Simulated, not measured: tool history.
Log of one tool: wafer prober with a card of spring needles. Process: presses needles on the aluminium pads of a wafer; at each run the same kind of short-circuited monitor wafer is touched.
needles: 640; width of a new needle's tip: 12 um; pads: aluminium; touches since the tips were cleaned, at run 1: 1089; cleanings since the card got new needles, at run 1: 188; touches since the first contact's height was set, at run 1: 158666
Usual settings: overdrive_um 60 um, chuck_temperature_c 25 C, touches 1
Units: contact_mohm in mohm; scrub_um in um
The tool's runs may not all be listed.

run	day	overdrive_um	chuck_temperature_c	touches	touches since the tips were cleaned	cleanings since the card got new needles	touches since the first contact's height was set	contact_mohm	scrub_um
1	0	60	25	1	1089	188	158666	190	9.55
# day 0.142: tips cleaned on abrasive film
# day 0.421: tips cleaned on abrasive film
# day 0.767: tips cleaned on abrasive film
# day 1.112: tips cleaned on abrasive film
2	1.117	60	29	1	18	192	165371	177	9.66
# day 1.396: tips cleaned on abrasive film
# day 1.675: tips cleaned on abrasive film
# day 2.021: tips cleaned on abrasive film
# day 2.367: tips cleaned on abrasive film
# day 2.646: tips cleaned on abrasive film
# day 2.958: tips cleaned on abrasive film
3	2.958	60	25	1	0	198	176438	177	9.74
# day 3.304: tips cleaned on abrasive film
# day 3.583: tips cleaned on abrasive film
# day 3.862: tips cleaned on abrasive film
4	4.096	60	25	1	1428	201	183299	193	9.5
# day 4.171: tips cleaned on abrasive film
# day 4.45: tips cleaned on abrasive film
# day 4.529: height of the first contact set anew
# day 4.738: tips cleaned on abrasive film
# day 5.017: tips cleaned on abrasive film
# day 5.296: tips cleaned on abrasive film
# day 5.575: tips cleaned on abrasive film
# day 5.921: tips cleaned on abrasive film
# day 6.271: tips cleaned on abrasive film
5	6.279	48	25	1	57	209	10507	179	8.64
# day 6.558: tips cleaned on abrasive film
# day 6.904: tips cleaned on abrasive film
# day 7.183: tips cleaned on abrasive film
# day 7.529: tips cleaned on abrasive film
# day 7.808: tips cleaned on abrasive film
# day 8.158: tips cleaned on abrasive film
6	8.354	60	50	1	1201	215	22995	194	10.59
# day 8.496: tips cleaned on abrasive film
# day 8.775: tips cleaned on abrasive film
# day 9.121: tips cleaned on abrasive film
# day 9.467: tips cleaned on abrasive film
7	9.467	60	50	1	0	219	29676	178	10.66
# day 9.746: tips cleaned on abrasive film
# day 10.025: tips cleaned on abrasive film
# day 10.304: tips cleaned on abrasive film
# day 10.579: tips cleaned on abrasive film
# day 10.858: tips cleaned on abrasive film
8	11.017	59	50	1	968	224	39004	194	10.6
# day 11.158: tips cleaned on abrasive film
# day 11.438: tips cleaned on abrasive film
# day 11.788: tips cleaned on abrasive film
# day 12.133: tips cleaned on abrasive film
# day 12.412: tips cleaned on abrasive film
# day 12.696: tips cleaned on abrasive film
9	12.696	43	50	1	0	230	49080	188	7.77
# day 12.975: tips cleaned on abrasive film
# day 13.254: tips cleaned on abrasive film
# day 13.533: tips cleaned on abrasive film
10	13.679	60	118	2	901	233	55001	200	10.39
# day 13.821: tips cleaned on abrasive film
# day 14.1: tips cleaned on abrasive film
# day 14.379: tips cleaned on abrasive film
# day 14.658: tips cleaned on abrasive film
# day 15.004: tips cleaned on abrasive film
11	15.175	50	25	1	1047	238	63985	200	8.51
# day 15.317: tips cleaned on abrasive film
# day 15.596: tips cleaned on abrasive film
# day 15.942: tips cleaned on abrasive film
# day 16.292: tips cleaned on abrasive film
# day 16.571: tips cleaned on abrasive film
12	16.658	60	25	3	549	243	72894	177	10.34
# day 16.871: tips cleaned on abrasive film
# day 17.15: tips cleaned on abrasive film
# day 17.425: tips cleaned on abrasive film
# day 17.775: tips cleaned on abrasive film
# day 18.054: tips cleaned on abrasive film
# day 18.329: tips cleaned on abrasive film
# day 18.679: tips cleaned on abrasive film
13	18.783	60	25	3	629	250	85644	177	10.3
# day 18.992: tips cleaned on abrasive film
# day 19.271: tips cleaned on abrasive film
# day 19.55: tips cleaned on abrasive film
# day 19.896: tips cleaned on abrasive film
# day 20.242: tips cleaned on abrasive film
# day 20.521: tips cleaned on abrasive film
14	20.55	60	25	3	170	256	96263	178	10.26
# day 20.829: tips cleaned on abrasive film
# day 21.108: tips cleaned on abrasive film
# day 21.383: tips cleaned on abrasive film
# day 21.883: card fitted with new needles
# day 22.162: tips cleaned on abrasive film
15	22.25	60	25	1	533	1	2205	177	10.98
# day 22.462: tips cleaned on abrasive film
# day 22.738: tips cleaned on abrasive film
# day 23.017: tips cleaned on abrasive film
# day 23.296: tips cleaned on abrasive film
# day 23.642: tips cleaned on abrasive film
# day 23.992: tips cleaned on abrasive film
# day 24.271: tips cleaned on abrasive film
16	24.462	52	34	1	1169	8	15494	183	9.52
# day 24.604: tips cleaned on abrasive film
# day 24.879: tips cleaned on abrasive film
# day 25.158: tips cleaned on abrasive film
# day 25.438: tips cleaned on abrasive film
# day 25.717: tips cleaned on abrasive film
# day 25.996: tips cleaned on abrasive film
17	26.233	74	99	2	1444	14	26134	189	13.02

5 ways to go on from here, each from the tool as it stands after run 17. What would each give?
# day 26.304: tips cleaned on abrasive film
# day 26.654: tips cleaned on abrasive film
# day 27: tips cleaned on abrasive film
# day 27.279: tips cleaned on abrasive film
# day 27.558: tips cleaned on abrasive film
# day 27.838: tips cleaned on abrasive film
# day 28.112: tips cleaned on abrasive film
A	28.212	43	27	2	593	21	38014	?	?
# day 26.304: tips cleaned on abrasive film
# day 26.654: tips cleaned on abrasive film
# day 27: tips cleaned on abrasive film
# day 27.279: tips cleaned on abrasive film
# day 27.558: tips cleaned on abrasive film
# day 27.838: tips cleaned on abrasive film
# day 28.112: tips cleaned on abrasive film
B	28.212	60	34	1	593	21	38014	?	?
# day 26.304: tips cleaned on abrasive film
# day 26.654: tips cleaned on abrasive film
# day 27: tips cleaned on abrasive film
# day 27.279: tips cleaned on abrasive film
# day 27.558: tips cleaned on abrasive film
# day 27.838: tips cleaned on abrasive film
# day 28.112: tips cleaned on abrasive film
C	28.212	71	25	1	593	21	38014	?	?
# day 26.304: tips cleaned on abrasive film
# day 26.654: tips cleaned on abrasive film
# day 27: tips cleaned on abrasive film
# day 27.279: tips cleaned on abrasive film
# day 27.558: tips cleaned on abrasive film
# day 27.838: tips cleaned on abrasive film
# day 28.112: tips cleaned on abrasive film
D	28.212	74	68	2	593	21	38014	?	?
# day 26.304: tips cleaned on abrasive film
# day 26.654: tips cleaned on abrasive film
# day 27: tips cleaned on abrasive film
# day 27.279: tips cleaned on abrasive film
# day 27.558: tips cleaned on abrasive film
# day 27.838: tips cleaned on abrasive film
# day 28.112: tips cleaned on abrasive film
E	28.212	67	55	1	593	21	38014	?	?

run	contact_mohm	scrub_um
A	184	7.42
B	179	10.64
C	178	12.65
D	182	13.24
E	182	12.03
Without the tool's hidden state the same runs would have given:
run	contact_mohm	scrub_um
A	176	7.72
B	171	10.94
C	173	12.96
D	179	13.54
E	176	12.34
